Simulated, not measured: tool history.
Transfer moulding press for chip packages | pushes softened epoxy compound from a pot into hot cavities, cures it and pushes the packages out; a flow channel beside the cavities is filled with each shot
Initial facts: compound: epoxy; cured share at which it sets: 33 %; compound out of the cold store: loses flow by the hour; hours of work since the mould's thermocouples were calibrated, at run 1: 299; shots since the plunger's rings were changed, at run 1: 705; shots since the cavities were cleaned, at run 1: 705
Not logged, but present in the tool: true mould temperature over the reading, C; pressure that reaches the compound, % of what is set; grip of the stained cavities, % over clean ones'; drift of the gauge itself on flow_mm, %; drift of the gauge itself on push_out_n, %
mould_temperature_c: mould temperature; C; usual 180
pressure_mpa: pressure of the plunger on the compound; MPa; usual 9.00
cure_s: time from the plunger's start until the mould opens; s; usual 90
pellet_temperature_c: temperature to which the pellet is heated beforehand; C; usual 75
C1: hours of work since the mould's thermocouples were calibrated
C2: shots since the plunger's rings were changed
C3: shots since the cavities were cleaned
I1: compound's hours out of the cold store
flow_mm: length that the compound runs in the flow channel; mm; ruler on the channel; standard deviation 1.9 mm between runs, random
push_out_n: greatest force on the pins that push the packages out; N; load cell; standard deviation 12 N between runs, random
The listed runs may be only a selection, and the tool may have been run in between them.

run 1 hour=0.0 | mould_temperature_c=180 pressure_mpa=9.00 cure_s=90 pellet_temperature_c=75 | C1=299 C2=705 C3=705 | I1=11.1 | flow_mm=826 push_out_n=1003
-- hour=38.3 cavities cleaned with cleaning compound and waxed
run 2 hour=46.8 | mould_temperature_c=180 pressure_mpa=7.53 cure_s=90 pellet_temperature_c=75 | C1=330 C2=1295 C3=110 | I1=32.3 | flow_mm=668 push_out_n=1280
-- hour=88.3 mould's thermocouples calibrated
run 3 hour=90.3 | mould_temperature_c=182 pressure_mpa=9.00 cure_s=90 pellet_temperature_c=75 | C1=1 C2=1836 C3=651 | I1=21.5 | flow_mm=768 push_out_n=1128
-- hour=133.9 cavities cleaned with cleaning compound and waxed
run 4 hour=133.9 | mould_temperature_c=182 pressure_mpa=9.00 cure_s=90 pellet_temperature_c=75 | C1=31 C2=2384 C3=0 | I1=10.1 | flow_mm=813 push_out_n=563
run 5 hour=174.6 | mould_temperature_c=182 pressure_mpa=9.00 cure_s=90 pellet_temperature_c=75 | C1=59 C2=2915 C3=531 | I1=39.9 | flow_mm=685 push_out_n=807
-- hour=221.8 plunger's sealing rings changed
run 6 hour=221.8 | mould_temperature_c=182 pressure_mpa=9.00 cure_s=90 pellet_temperature_c=75 | C1=90 C2=0 C3=1112 | I1=14.5 | flow_mm=800 push_out_n=976
-- hour=226.7 cavities cleaned with cleaning compound and waxed
run 7 hour=252.7 | mould_temperature_c=180 pressure_mpa=9.00 cure_s=90 pellet_temperature_c=75 | C1=110 C2=383 C3=338 | I1=40.0 | flow_mm=706 push_out_n=804
run 8 hour=305.7 | mould_temperature_c=180 pressure_mpa=9.00 cure_s=90 pellet_temperature_c=75 | C1=147 C2=1074 C3=1029 | I1=31.6 | flow_mm=739 push_out_n=1095
-- hour=319.8 cavities cleaned with cleaning compound and waxed
-- hour=324.1 cavities cleaned with cleaning compound and waxed, once more
run 9 hour=354.7 | mould_temperature_c=180 pressure_mpa=9.00 cure_s=90 pellet_temperature_c=75 | C1=179 C2=1672 C3=398 | I1=40.4 | flow_mm=694 push_out_n=796
run 10 hour=407.0 | mould_temperature_c=182 pressure_mpa=9.00 cure_s=90 pellet_temperature_c=75 | C1=216 C2=2354 C3=1080 | I1=45.3 | flow_mm=666 push_out_n=932
-- hour=415.2 cavities cleaned with cleaning compound and waxed
run 11 hour=457.3 | mould_temperature_c=182 pressure_mpa=9.00 cure_s=90 pellet_temperature_c=75 | C1=249 C2=2989 C3=548 | I1=19.6 | flow_mm=767 push_out_n=831
run 12 hour=480.2 | mould_temperature_c=182 pressure_mpa=9.00 cure_s=90 pellet_temperature_c=75 | C1=265 C2=3288 C3=847 | I1=45.0 | flow_mm=669 push_out_n=902
-- hour=500.7 plunger's sealing rings changed
-- hour=510.6 cavities cleaned with cleaning compound and waxed
run 13 hour=510.6 | mould_temperature_c=182 pressure_mpa=9.00 cure_s=90 pellet_temperature_c=75 | C1=284 C2=109 C3=0 | I1=35.3 | flow_mm=718 push_out_n=515
run 14 hour=540.1 | mould_temperature_c=182 pressure_mpa=9.00 cure_s=90 pellet_temperature_c=75 | C1=304 C2=494 C3=385 | I1=44.2 | flow_mm=684 push_out_n=716
run 15 hour=579.6 | mould_temperature_c=180 pressure_mpa=9.00 cure_s=90 pellet_temperature_c=81 | C1=332 C2=1008 C3=899 | I1=43.4 | flow_mm=691 push_out_n=1010
-- hour=604.3 cavities cleaned with cleaning compound and waxed
-- hour=619.4 mould's thermocouples calibrated
run 16 hour=631.2 | mould_temperature_c=180 pressure_mpa=9.66 cure_s=90 pellet_temperature_c=75 | C1=8 C2=1634 C3=324 | I1=41.3 | flow_mm=716 push_out_n=772
run 17 hour=655.1 | mould_temperature_c=188 pressure_mpa=10.38 cure_s=123 pellet_temperature_c=74 | C1=25 C2=1945 C3=635 | I1=45.0 | flow_mm=709 push_out_n=699
run 18 hour=694.1 | mould_temperature_c=180 pressure_mpa=7.10 cure_s=82 pellet_temperature_c=81 | C1=52 C2=2454 C3=1144 | I1=26.0 | flow_mm=663 push_out_n=1245
-- hour=699.1 cavities cleaned with cleaning compound and waxed
run 19 hour=731.5 | mould_temperature_c=180 pressure_mpa=9.67 cure_s=90 pellet_temperature_c=75 | C1=77 C2=2921 C3=422 | I1=34.7 | flow_mm=736 push_out_n=795
-- hour=778.6 plunger's sealing rings changed
run 20 hour=786.6 | mould_temperature_c=180 pressure_mpa=9.67 cure_s=90 pellet_temperature_c=75 | C1=113 C2=104 C3=1108 | I1=15.9 | flow_mm=835 push_out_n=1120
-- hour=791.7 cavities cleaned with cleaning compound and waxed
run 21 hour=811.5 | mould_temperature_c=187 pressure_mpa=9.33 cure_s=102 pellet_temperature_c=79 | C1=130 C2=408 C3=258 | I1=25.3 | flow_mm=755 push_out_n=609
run 22 hour=846.7 | mould_temperature_c=186 pressure_mpa=9.33 cure_s=112 pellet_temperature_c=67 | C1=154 C2=867 C3=717 | I1=32.7 | flow_mm=725 push_out_n=767
-- hour=883.2 cavities cleaned with cleaning compound and waxed
run 23 hour=883.2 | mould_temperature_c=180 pressure_mpa=8.64 cure_s=90 pellet_temperature_c=71 | C1=178 C2=1322 C3=0 | I1=46.0 | flow_mm=663 push_out_n=582
run 24 hour=923.8 | mould_temperature_c=180 pressure_mpa=8.40 cure_s=90 pellet_temperature_c=80 | C1=207 C2=1851 C3=529 | I1=17.3 | flow_mm=761 push_out_n=949
run 25 hour=967.7 | mould_temperature_c=180 pressure_mpa=8.40 cure_s=90 pellet_temperature_c=80 | C1=237 C2=2423 C3=1101 | I1=37.8 | flow_mm=679 push_out_n=1055
-- hour=974.3 cavities cleaned with cleaning compound and waxed
run 26 hour=1008.3 | mould_temperature_c=180 pressure_mpa=8.40 cure_s=90 pellet_temperature_c=80 | C1=264 C2=2933 C3=444 | I1=31.3 | flow_mm=699 push_out_n=883
-- hour=1055.3 plunger's sealing rings changed
run 27 hour=1064.5 | mould_temperature_c=181 pressure_mpa=9.00 cure_s=90 pellet_temperature_c=75 | C1=302 C2=120 C3=1143 | I1=42.4 | flow_mm=693 push_out_n=1019
-- hour=1070.1 cavities cleaned with cleaning compound and waxed
run 28 hour=1106.6 | mould_temperature_c=181 pressure_mpa=9.00 cure_s=90 pellet_temperature_c=75 | C1=330 C2=649 C3=476 | I1=23.2 | flow_mm=767 push_out_n=869

Predict each of these 3 candidate next runs independently; none follows another, all start after run 28:
-- hour=1144.8 mould's thermocouples calibrated
run A hour=1159.6 | mould_temperature_c=186 pressure_mpa=9.00 cure_s=129 pellet_temperature_c=75 | C1=10 C2=1313 C3=1140 | I1=42.6 | flow_mm=? push_out_n=?
-- hour=1144.8 mould's thermocouples calibrated
run B hour=1159.6 | mould_temperature_c=179 pressure_mpa=9.00 cure_s=89 pellet_temperature_c=75 | C1=10 C2=1313 C3=1140 | I1=19.8 | flow_mm=? push_out_n=?
-- hour=1144.8 mould's thermocouples calibrated
run C hour=1159.6 | mould_temperature_c=173 pressure_mpa=9.00 cure_s=108 pellet_temperature_c=77 | C1=10 C2=1313 C3=1140 | I1=39.4 | flow_mm=? push_out_n=?

run=A flow_mm=674 push_out_n=802
run=B flow_mm=779 push_out_n=1190
run=C flow_mm=722 push_out_n=1145
Without the tool's unlogged condition, the same runs would have read:
run=A flow_mm=683 push_out_n=421
run=B flow_mm=790 push_out_n=642
run=C flow_mm=732 push_out_n=615
